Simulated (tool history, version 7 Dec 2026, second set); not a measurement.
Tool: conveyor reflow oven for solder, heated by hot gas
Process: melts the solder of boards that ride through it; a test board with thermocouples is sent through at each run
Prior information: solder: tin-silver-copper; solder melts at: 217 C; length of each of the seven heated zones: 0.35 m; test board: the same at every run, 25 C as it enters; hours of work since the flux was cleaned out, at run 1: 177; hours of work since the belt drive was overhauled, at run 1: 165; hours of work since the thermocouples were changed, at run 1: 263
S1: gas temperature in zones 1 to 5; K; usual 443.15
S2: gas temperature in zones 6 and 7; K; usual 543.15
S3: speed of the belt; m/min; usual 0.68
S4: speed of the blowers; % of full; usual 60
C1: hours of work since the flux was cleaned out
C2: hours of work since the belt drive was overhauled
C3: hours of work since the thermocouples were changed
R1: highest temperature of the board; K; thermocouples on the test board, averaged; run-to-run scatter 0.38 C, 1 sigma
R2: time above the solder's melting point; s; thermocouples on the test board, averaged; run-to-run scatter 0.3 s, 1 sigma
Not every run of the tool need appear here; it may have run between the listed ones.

{"run": 1, "hour": 0.0, "S1": 443.15, "S2": 543.15, "S3": 0.68, "S4": 60, "C1": 177, "C2": 165, "C3": 263, "R1": 525.15, "R2": 45.3}
{"hour": 5.7, "done": "flux residue cleaned out of gas plates and filters"}
{"run": 2, "hour": 16.4, "S1": 443.15, "S2": 543.15, "S3": 0.68, "S4": 60, "C1": 8, "C2": 174, "C3": 272, "R1": 527.45, "R2": 45.7}
{"run": 3, "hour": 27.4, "S1": 443.15, "S2": 543.15, "S3": 0.68, "S4": 60, "C1": 17, "C2": 182, "C3": 281, "R1": 527.15, "R2": 46.2}
{"run": 4, "hour": 35.1, "S1": 443.15, "S2": 543.15, "S3": 0.68, "S4": 53, "C1": 22, "C2": 188, "C3": 286, "R1": 524.85, "R2": 44.7}
{"run": 5, "hour": 40.3, "S1": 443.15, "S2": 543.15, "S3": 0.68, "S4": 60, "C1": 26, "C2": 192, "C3": 290, "R1": 526.85, "R2": 45.5}
{"run": 6, "hour": 46.5, "S1": 443.15, "S2": 543.15, "S3": 0.68, "S4": 60, "C1": 31, "C2": 197, "C3": 295, "R1": 526.05, "R2": 46}
{"run": 7, "hour": 53.1, "S1": 443.15, "S2": 543.15, "S3": 0.706, "S4": 60, "C1": 36, "C2": 202, "C3": 300, "R1": 525.75, "R2": 43.1}
{"run": 8, "hour": 59.4, "S1": 443.15, "S2": 543.15, "S3": 0.706, "S4": 60, "C1": 41, "C2": 207, "C3": 305, "R1": 525.35, "R2": 43}
{"run": 9, "hour": 64.5, "S1": 443.15, "S2": 543.15, "S3": 0.706, "S4": 60, "C1": 45, "C2": 211, "C3": 309, "R1": 524.75, "R2": 43}
{"run": 10, "hour": 70.8, "S1": 443.15, "S2": 543.15, "S3": 0.706, "S4": 60, "C1": 50, "C2": 216, "C3": 314, "R1": 525.05, "R2": 42.9}
{"run": 11, "hour": 76.3, "S1": 443.15, "S2": 549.15, "S3": 0.706, "S4": 60, "C1": 54, "C2": 220, "C3": 318, "R1": 530.45, "R2": 45.3}
{"run": 12, "hour": 85.7, "S1": 443.15, "S2": 543.15, "S3": 0.707, "S4": 60, "C1": 61, "C2": 227, "C3": 325, "R1": 525.15, "R2": 42.9}
{"hour": 90.6, "done": "belt drive overhauled, speed set with a stopwatch"}
{"run": 13, "hour": 97.5, "S1": 443.15, "S2": 543.15, "S3": 0.707, "S4": 60, "C1": 67, "C2": 5, "C3": 331, "R1": 524.95, "R2": 42.3}
{"run": 14, "hour": 105.7, "S1": 447.15, "S2": 543.15, "S3": 0.707, "S4": 60, "C1": 73, "C2": 12, "C3": 337, "R1": 525.75, "R2": 44.9}
{"run": 15, "hour": 112.7, "S1": 443.15, "S2": 543.15, "S3": 0.68, "S4": 60, "C1": 79, "C2": 17, "C3": 343, "R1": 526.35, "R2": 45.4}
{"run": 16, "hour": 121.4, "S1": 443.15, "S2": 543.15, "S3": 0.68, "S4": 60, "C1": 85, "C2": 23, "C3": 349, "R1": 526.75, "R2": 45.6}
{"run": 17, "hour": 129.8, "S1": 442.15, "S2": 543.15, "S3": 0.68, "S4": 60, "C1": 92, "C2": 30, "C3": 356, "R1": 526.45, "R2": 44.8}
{"run": 18, "hour": 139.2, "S1": 443.15, "S2": 543.15, "S3": 0.551, "S4": 60, "C1": 99, "C2": 37, "C3": 363, "R1": 532.95, "R2": 62.2}
{"hour": 148.1, "done": "belt drive overhauled, speed set with a stopwatch, once more"}
{"run": 19, "hour": 152.2, "S1": 441.15, "S2": 542.15, "S3": 0.68, "S4": 60, "C1": 106, "C2": 3, "C3": 370, "R1": 524.55, "R2": 43.9}
{"run": 20, "hour": 159.3, "S1": 455.15, "S2": 543.15, "S3": 0.634, "S4": 58, "C1": 111, "C2": 9, "C3": 375, "R1": 529.95, "R2": 55.1}
{"run": 21, "hour": 167.9, "S1": 452.15, "S2": 543.15, "S3": 0.775, "S4": 60, "C1": 118, "C2": 15, "C3": 382, "R1": 523.15, "R2": 39.9}
{"run": 22, "hour": 178.3, "S1": 452.15, "S2": 543.15, "S3": 0.775, "S4": 60, "C1": 126, "C2": 23, "C3": 390, "R1": 523.15, "R2": 40.2}
{"run": 23, "hour": 185.9, "S1": 434.15, "S2": 536.15, "S3": 0.68, "S4": 60, "C1": 131, "C2": 29, "C3": 395, "R1": 518.55, "R2": 38}
{"run": 24, "hour": 190.9, "S1": 434.15, "S2": 536.15, "S3": 0.68, "S4": 60, "C1": 135, "C2": 33, "C3": 399, "R1": 518.35, "R2": 37.5}
{"run": 25, "hour": 199.4, "S1": 446.15, "S2": 536.15, "S3": 0.68, "S4": 60, "C1": 142, "C2": 39, "C3": 406, "R1": 520.55, "R2": 43.3}
{"run": 26, "hour": 205.3, "S1": 444.15, "S2": 535.15, "S3": 0.591, "S4": 67, "C1": 146, "C2": 44, "C3": 410, "R1": 525.15, "R2": 53.2}
{"run": 27, "hour": 210.8, "S1": 444.15, "S2": 535.15, "S3": 0.591, "S4": 67, "C1": 150, "C2": 48, "C3": 414, "R1": 523.85, "R2": 53}
{"run": 28, "hour": 215.7, "S1": 444.15, "S2": 535.15, "S3": 0.591, "S4": 67, "C1": 154, "C2": 52, "C3": 418, "R1": 523.55, "R2": 52.5}
{"run": 29, "hour": 225.6, "S1": 455.15, "S2": 538.15, "S3": 0.591, "S4": 67, "C1": 162, "C2": 59, "C3": 426, "R1": 528.35, "R2": 58.8}

Consider 3 possible next runs. They are alternatives, not a sequence: every one starts from the tool as it was left by run 29. What does each give?
{"run": "A", "hour": 231.9, "S1": 443.15, "S2": 556.15, "S3": 0.583, "S4": 60, "C1": 166, "C2": 64, "C3": 431, "R1": "?", "R2": "?"}
{"run": "B", "hour": 231.9, "S1": 453.15, "S2": 542.15, "S3": 0.68, "S4": 60, "C1": 166, "C2": 64, "C3": 431, "R1": "?", "R2": "?"}
{"run": "C", "hour": 231.9, "S1": 451.15, "S2": 543.15, "S3": 0.657, "S4": 60, "C1": 166, "C2": 64, "C3": 431, "R1": "?", "R2": "?"}

run=A R1=542.55 R2=62.5
run=B R1=527.15 R2=48.4
run=C R1=528.55 R2=50.6
The same runs, with their run-to-run variation unchanged, on a tool lacking any hidden condition would have given:
run=A R1=543.15 R2=62.8
run=B R1=527.85 R2=49
run=C R1=529.15 R2=51.1
